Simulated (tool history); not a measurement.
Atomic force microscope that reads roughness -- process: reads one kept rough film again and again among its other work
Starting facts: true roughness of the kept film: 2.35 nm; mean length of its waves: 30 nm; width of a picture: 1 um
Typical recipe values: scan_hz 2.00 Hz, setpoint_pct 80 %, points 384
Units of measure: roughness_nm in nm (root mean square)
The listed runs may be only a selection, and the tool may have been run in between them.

run 1 hour=0.0 | scan_hz=2.00 setpoint_pct=80 points=384 | roughness_nm=1.662
run 2 hour=12.0 | scan_hz=2.00 setpoint_pct=80 points=384 | roughness_nm=1.659
-- hour=24.0 new tip fitted
run 3 hour=31.5 | scan_hz=2.00 setpoint_pct=80 points=384 | roughness_nm=1.961
run 4 hour=40.4 | scan_hz=1.53 setpoint_pct=80 points=384 | roughness_nm=1.977
run 5 hour=56.6 | scan_hz=1.53 setpoint_pct=80 points=384 | roughness_nm=1.950
run 6 hour=68.2 | scan_hz=1.53 setpoint_pct=80 points=384 | roughness_nm=1.941
run 7 hour=87.1 | scan_hz=1.53 setpoint_pct=80 points=384 | roughness_nm=1.899
run 8 hour=106.8 | scan_hz=1.53 setpoint_pct=80 points=384 | roughness_nm=1.878
run 9 hour=122.5 | scan_hz=1.53 setpoint_pct=80 points=384 | roughness_nm=1.846
run 10 hour=131.5 | scan_hz=2.00 setpoint_pct=80 points=384 | roughness_nm=1.817
run 11 hour=144.0 | scan_hz=2.76 setpoint_pct=80 points=384 | roughness_nm=1.737
run 12 hour=161.1 | scan_hz=2.76 setpoint_pct=80 points=384 | roughness_nm=1.725
run 13 hour=179.8 | scan_hz=2.76 setpoint_pct=80 points=384 | roughness_nm=1.711
run 14 hour=198.4 | scan_hz=2.00 setpoint_pct=80 points=384 | roughness_nm=1.736
run 15 hour=215.4 | scan_hz=2.00 setpoint_pct=80 points=384 | roughness_nm=1.703
run 16 hour=225.3 | scan_hz=2.00 setpoint_pct=80 points=384 | roughness_nm=1.696
run 17 hour=234.1 | scan_hz=2.00 setpoint_pct=76 points=384 | roughness_nm=1.708
run 18 hour=249.1 | scan_hz=2.00 setpoint_pct=80 points=384 | roughness_nm=1.669
-- hour=262.7 new tip fitted
run 19 hour=270.7 | scan_hz=2.00 setpoint_pct=76 points=384 | roughness_nm=1.955
run 20 hour=286.0 | scan_hz=2.00 setpoint_pct=76 points=384 | roughness_nm=1.931
run 21 hour=303.1 | scan_hz=2.00 setpoint_pct=80 points=384 | roughness_nm=1.894
run 22 hour=323.4 | scan_hz=2.00 setpoint_pct=80 points=513 | roughness_nm=1.856
run 23 hour=334.2 | scan_hz=0.52 setpoint_pct=79 points=337 | roughness_nm=1.928
run 24 hour=350.1 | scan_hz=0.52 setpoint_pct=79 points=337 | roughness_nm=1.897
run 25 hour=361.8 | scan_hz=0.97 setpoint_pct=67 points=999 | roughness_nm=1.899
run 26 hour=378.2 | scan_hz=0.97 setpoint_pct=67 points=999 | roughness_nm=1.889
run 27 hour=390.2 | scan_hz=0.97 setpoint_pct=67 points=999 | roughness_nm=1.878
run 28 hour=407.3 | scan_hz=0.97 setpoint_pct=67 points=999 | roughness_nm=1.849
run 29 hour=421.1 | scan_hz=0.97 setpoint_pct=67 points=999 | roughness_nm=1.838
run 30 hour=434.1 | scan_hz=0.86 setpoint_pct=80 points=901 | roughness_nm=1.794
run 31 hour=451.0 | scan_hz=0.86 setpoint_pct=80 points=901 | roughness_nm=1.770
run 32 hour=461.9 | scan_hz=1.49 setpoint_pct=80 points=384 | roughness_nm=1.705
run 33 hour=482.8 | scan_hz=1.43 setpoint_pct=86 points=465 | roughness_nm=1.663
-- hour=501.2 new tip fitted
run 34 hour=502.9 | scan_hz=1.12 setpoint_pct=80 points=490 | roughness_nm=2.009
run 35 hour=516.8 | scan_hz=1.12 setpoint_pct=80 points=490 | roughness_nm=1.981
run 36 hour=536.9 | scan_hz=1.26 setpoint_pct=80 points=335 | roughness_nm=1.931
run 37 hour=546.3 | scan_hz=1.29 setpoint_pct=80 points=335 | roughness_nm=1.918
run 38 hour=555.7 | scan_hz=1.29 setpoint_pct=60 points=335 | roughness_nm=1.954
run 39 hour=568.8 | scan_hz=0.73 setpoint_pct=60 points=431 | roughness_nm=1.957
run 40 hour=579.3 | scan_hz=2.58 setpoint_pct=78 points=883 | roughness_nm=1.823
run 41 hour=597.5 | scan_hz=2.40 setpoint_pct=80 points=883 | roughness_nm=1.810
run 42 hour=614.7 | scan_hz=1.27 setpoint_pct=69 points=883 | roughness_nm=1.871
run 43 hour=624.2 | scan_hz=1.27 setpoint_pct=69 points=883 | roughness_nm=1.867

Some steps in roughness_nm, run to run, broken into two amounts with sign: the step expected even without the hidden condition (settings, incoming material, random variation), and the rest, left for the hidden condition together with whatever gauge scatter is not in both the measured and the hidden-condition-free result:
Hidden conditions of the tool in this case: radius of the tip, nm; height scale over the true one, %; drift of the gauge itself on roughness_nm, %.
Run 2 -> 3: new tip fitted. roughness_nm +0.302 nm (root mean square): hidden state +0.307, all else -0.005.
Run 18 -> 19: setpoint_pct 80 -> 76, new tip fitted. roughness_nm +0.286 nm (root mean square): hidden state +0.270, all else +0.016.
Run 33 -> 34: scan_hz 1.43 -> 1.12, setpoint_pct 86 -> 80, points 465 -> 490, new tip fitted. roughness_nm +0.346 nm (root mean square): hidden state +0.279, all else +0.067.
